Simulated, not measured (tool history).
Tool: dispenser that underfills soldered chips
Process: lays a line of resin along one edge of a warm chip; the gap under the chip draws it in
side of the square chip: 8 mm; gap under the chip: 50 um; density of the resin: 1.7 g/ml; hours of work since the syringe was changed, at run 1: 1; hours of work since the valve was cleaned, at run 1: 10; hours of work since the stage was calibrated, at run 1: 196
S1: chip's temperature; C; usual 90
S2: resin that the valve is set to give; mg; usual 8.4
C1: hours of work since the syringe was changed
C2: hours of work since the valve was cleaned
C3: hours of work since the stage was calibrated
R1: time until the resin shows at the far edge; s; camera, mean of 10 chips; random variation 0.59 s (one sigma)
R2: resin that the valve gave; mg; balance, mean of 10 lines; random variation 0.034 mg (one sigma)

run	hour	S1	S2	C1	C2	C3	R1	R2
1	0	90	8.4	1	10	196	52.6	8.27
# hour 6.7: new syringe of resin
# hour 15.3: new syringe of resin
2	15.4	90	8.4	0	21	207	49.3	8.22
# hour 24.1: new syringe of resin
3	28	90	8.4	3	30	217	58.3	8.19
# hour 32.2: new syringe of resin
4	38.7	90	8.4	5	38	224	69.4	8.17
# hour 40.4: new syringe of resin
# hour 49.6: new syringe of resin
5	52.9	90	8.4	3	49	235	60	8.09
# hour 57.6: new syringe of resin
6	62.7	94	8.4	4	56	242	55.6	8
# hour 65.5: new syringe of resin
# hour 74: new syringe of resin
7	78.1	88	8.4	3	67	253	66	7.93
# hour 82.9: new syringe of resin
# hour 90.9: new syringe of resin
8	93.4	88	8.4	2	78	264	61	7.92
# hour 99.7: new syringe of resin
9	104.4	90	8.4	4	86	272	62	7.8
# hour 108.4: new syringe of resin
10	111.4	90	7.34	2	91	277	60.8	6.82
# hour 117.6: new syringe of resin
# hour 121.8: dispensing valve cleaned and set on the balance
11	125.9	90	7.34	6	3	287	72.2	7.3
# hour 127.4: new syringe of resin
12	133.4	90	7.34	5	9	293	69.7	7.29
# hour 135.9: new syringe of resin
# hour 144: new syringe of resin
# hour 149.2: stage's temperature calibrated
13	149.6	90	7.34	4	20	0	67.2	7.24
# hour 153.6: new syringe of resin
14	157.6	76	8.4	3	25	6	105.6	8.24
# hour 162.3: new syringe of resin
15	167.9	93	7.25	4	33	14	62.7	7.11
# hour 170.5: new syringe of resin
# hour 178.5: new syringe of resin
16	178.5	79	9.46	0	41	21	74.9	9.15
# hour 186.7: new syringe of resin
17	186.7	94	8.04	0	47	27	45.1	7.72
# hour 195.6: new syringe of resin
18	202.1	90	10.19	5	58	39	67.8	9.78
# hour 204.6: new syringe of resin
# hour 213: new syringe of resin
19	214.6	90	10.19	1	67	48	53.9	9.68
# hour 221.7: new syringe of resin
20	225.1	81	10.46	3	75	55	84.6	9.85
# hour 230.5: new syringe of resin
# hour 238.6: new syringe of resin
21	240.7	102	7.56	2	86	67	37.9	7.1
# hour 247.1: new syringe of resin
# hour 255.7: new syringe of resin
# hour 257.4: dispensing valve cleaned and set on the balance
22	257.5	102	7.56	1	0	78	33.9	7.5
# hour 265.3: new syringe of resin
23	268.5	95	8.23	2	8	86	49.1	8.18
# hour 273.7: new syringe of resin
24	278	92	8.23	3	15	93	57.6	8.12
# hour 281.7: new syringe of resin
25	285.4	87	10.63	3	20	99	66.9	10.47

Hidden state at the last listed run before each entry between runs and at the first one after, where it differs:
Between runs 1 and 2: new syringe of resin (hour 6.7); new syringe of resin (hour 15.3)
  resin's viscosity, % of fresh resin's: 107.1 -> 100.8; dose that the valve gives, % of what is set: 99.03 -> 98.22; true chip temperature over the reading, C: 0.84 -> 0.89
  measured less the result without the state, R1: +2.1 -> -1.1 s; R2: -0.08 -> -0.15 mg
Between runs 2 and 3: new syringe of resin (hour 24.1)
  resin's viscosity, % of fresh resin's: 100.8 -> 120.5; dose that the valve gives, % of what is set: 98.22 -> 97.52; true chip temperature over the reading, C: 0.89 -> 0.92
  measured less the result without the state, R1: -1.1 -> +8.5 s; R2: -0.15 -> -0.21 mg
Between runs 3 and 4: new syringe of resin (hour 32.2)
  resin's viscosity, % of fresh resin's: 120.5 -> 142.5; dose that the valve gives, % of what is set: 97.52 -> 96.88; true chip temperature over the reading, C: 0.92 -> 0.95
  measured less the result without the state, R1: +8.5 -> +19.2 s; R2: -0.21 -> -0.26 mg
Between runs 4 and 5: new syringe of resin (hour 40.4); new syringe of resin (hour 49.6)
  resin's viscosity, % of fresh resin's: 142.5 -> 119.7; dose that the valve gives, % of what is set: 96.88 -> 96.04; true chip temperature over the reading, C: 0.95 -> 0.99
  measured less the result without the state, R1: +19.2 -> +8.4 s; R2: -0.26 -> -0.33 mg
Between runs 5 and 6: new syringe of resin (hour 57.6)
  resin's viscosity, % of fresh resin's: 119.7 -> 130.4; dose that the valve gives, % of what is set: 96.04 -> 95.45; true chip temperature over the reading, C: 0.99 -> 1.01
  measured less the result without the state, R1: +8.4 -> +11.6 s; R2: -0.33 -> -0.38 mg
Between runs 6 and 7: new syringe of resin (hour 65.5); new syringe of resin (hour 74)
  resin's viscosity, % of fresh resin's: 130.4 -> 124.2; dose that the valve gives, % of what is set: 95.45 -> 94.64; true chip temperature over the reading, C: 1.01 -> 1.06
  measured less the result without the state, R1: +11.6 -> +11.3 s; R2: -0.38 -> -0.45 mg
Between runs 7 and 8: new syringe of resin (hour 82.9); new syringe of resin (hour 90.9)
  resin's viscosity, % of fresh resin's: 124.2 -> 114.8; dose that the valve gives, % of what is set: 94.64 -> 93.75; true chip temperature over the reading, C: 1.06 -> 1.1
  measured less the result without the state, R1: +11.3 -> +6.2 s; R2: -0.45 -> -0.52 mg
Between runs 8 and 9: new syringe of resin (hour 99.7)
  resin's viscosity, % of fresh resin's: 114.8 -> 126.7; dose that the valve gives, % of what is set: 93.75 -> 93.08; true chip temperature over the reading, C: 1.1 -> 1.13
  measured less the result without the state, R1: +6.2 -> +11.6 s; R2: -0.52 -> -0.58 mg
Between runs 9 and 10: new syringe of resin (hour 108.4)
  resin's viscosity, % of fresh resin's: 126.7 -> 116.8; dose that the valve gives, % of what is set: 93.08 -> 92.71; true chip temperature over the reading, C: 1.13 -> 1.15
  measured less the result without the state, R1: +11.6 -> +7.7 s; R2: -0.58 -> -0.53 mg
Between runs 10 and 11: new syringe of resin (hour 117.6); dispensing valve cleaned and set on the balance (hour 121.8)
  resin's viscosity, % of fresh resin's: 116.8 -> 145.9; dose that the valve gives, % of what is set: 92.71 -> 99.84; true chip temperature over the reading, C: 1.15 -> 1.18
  measured less the result without the state, R1: +7.7 -> +20.5 s; R2: -0.53 -> -0.02 mg
Between runs 11 and 12: new syringe of resin (hour 127.4)
  resin's viscosity, % of fresh resin's: 145.9 -> 139.2; dose that the valve gives, % of what is set: 99.84 -> 99.45; true chip temperature over the reading, C: 1.18 -> 1.2
  measured less the result without the state, R1: +20.5 -> +17.5 s; R2: -0.02 -> -0.04 mg
Between runs 12 and 13: new syringe of resin (hour 135.9); new syringe of resin (hour 144); stage's temperature calibrated (hour 149.2)
  resin's viscosity, % of fresh resin's: 139.2 -> 128.2; dose that the valve gives, % of what is set: 99.45 -> 98.64; true chip temperature over the reading, C: 1.2 -> -0.01
  measured less the result without the state, R1: +17.5 -> +15.1 s; R2: -0.04 -> -0.1 mg
Between runs 13 and 14: new syringe of resin (hour 153.6)
  resin's viscosity, % of fresh resin's: 128.2 -> 123.1; dose that the valve gives, % of what is set: 98.64 -> 98.2; true chip temperature over the reading, C: -0.01 -> 0.01
  measured less the result without the state, R1: +15.1 -> +19.9 s; R2: -0.1 -> -0.15 mg
Between runs 14 and 15: new syringe of resin (hour 162.3)
  resin's viscosity, % of fresh resin's: 123.1 -> 135.6; dose that the valve gives, % of what is set: 98.2 -> 97.66; true chip temperature over the reading, C: 0.01 -> 0.04
  measured less the result without the state, R1: +19.9 -> +16.6 s; R2: -0.15 -> -0.17 mg
Between runs 15 and 16: new syringe of resin (hour 170.5); new syringe of resin (hour 178.5)
  resin's viscosity, % of fresh resin's: 135.6 -> 100.8; dose that the valve gives, % of what is set: 97.66 -> 97.12; true chip temperature over the reading, C: 0.04 -> 0.07
  measured less the result without the state, R1: +16.6 -> +0.6 s; R2: -0.17 -> -0.27 mg
Between runs 16 and 17: new syringe of resin (hour 186.7)
  resin's viscosity, % of fresh resin's: 100.8 -> 100.1; dose that the valve gives, % of what is set: 97.12 -> 96.66; true chip temperature over the reading, C: 0.07 -> 0.09
  measured less the result without the state, R1: +0.6 -> +0.2 s; R2: -0.27 -> -0.27 mg
Between runs 17 and 18: new syringe of resin (hour 195.6)
  resin's viscosity, % of fresh resin's: 100.1 -> 140; dose that the valve gives, % of what is set: 96.66 -> 95.75; true chip temperature over the reading, C: 0.09 -> 0.13
  measured less the result without the state, R1: +0.2 -> +19.3 s; R2: -0.27 -> -0.43 mg
Between runs 18 and 19: new syringe of resin (hour 204.6); new syringe of resin (hour 213)
  resin's viscosity, % of fresh resin's: 140 -> 108.3; dose that the valve gives, % of what is set: 95.75 -> 95.05; true chip temperature over the reading, C: 0.13 -> 0.17
  measured less the result without the state, R1: +19.3 -> +4 s; R2: -0.43 -> -0.5 mg
Between runs 19 and 20: new syringe of resin (hour 221.7)
  resin's viscosity, % of fresh resin's: 108.3 -> 122.2; dose that the valve gives, % of what is set: 95.05 -> 94.48; true chip temperature over the reading, C: 0.17 -> 0.2
  measured less the result without the state, R1: +4 -> +15 s; R2: -0.5 -> -0.57 mg
Between runs 20 and 21: new syringe of resin (hour 230.5); new syringe of resin (hour 238.6)
  resin's viscosity, % of fresh resin's: 122.2 -> 112; dose that the valve gives, % of what is set: 94.48 -> 93.61; true chip temperature over the reading, C: 0.2 -> 0.24
  measured less the result without the state, R1: +15 -> +4.3 s; R2: -0.57 -> -0.48 mg
Between runs 21 and 22: new syringe of resin (hour 247.1); new syringe of resin (hour 255.7); dispensing valve cleaned and set on the balance (hour 257.4)
  resin's viscosity, % of fresh resin's: 112 -> 103.9; dose that the valve gives, % of what is set: 93.61 -> 99.98; true chip temperature over the reading, C: 0.24 -> 0.28
  measured less the result without the state, R1: +4.3 -> +1 s; R2: -0.48 -> -0.01 mg
Between runs 22 and 23: new syringe of resin (hour 265.3)
  resin's viscosity, % of fresh resin's: 103.9 -> 117.3; dose that the valve gives, % of what is set: 99.98 -> 99.35; true chip temperature over the reading, C: 0.28 -> 0.31
  measured less the result without the state, R1: +1 -> +6.8 s; R2: -0.01 -> -0.05 mg
Between runs 23 and 24: new syringe of resin (hour 273.7)
  resin's viscosity, % of fresh resin's: 117.3 -> 124.4; dose that the valve gives, % of what is set: 99.35 -> 98.83; true chip temperature over the reading, C: 0.31 -> 0.34
  measured less the result without the state, R1: +6.8 -> +10.9 s; R2: -0.05 -> -0.09 mg
Between runs 24 and 25: new syringe of resin (hour 281.7)
  resin's viscosity, % of fresh resin's: 124.4 -> 120.9; dose that the valve gives, % of what is set: 98.83 -> 98.42; true chip temperature over the reading, C: 0.34 -> 0.36
  measured less the result without the state, R1: +10.9 -> +10.8 s; R2: -0.09 -> -0.17 mg
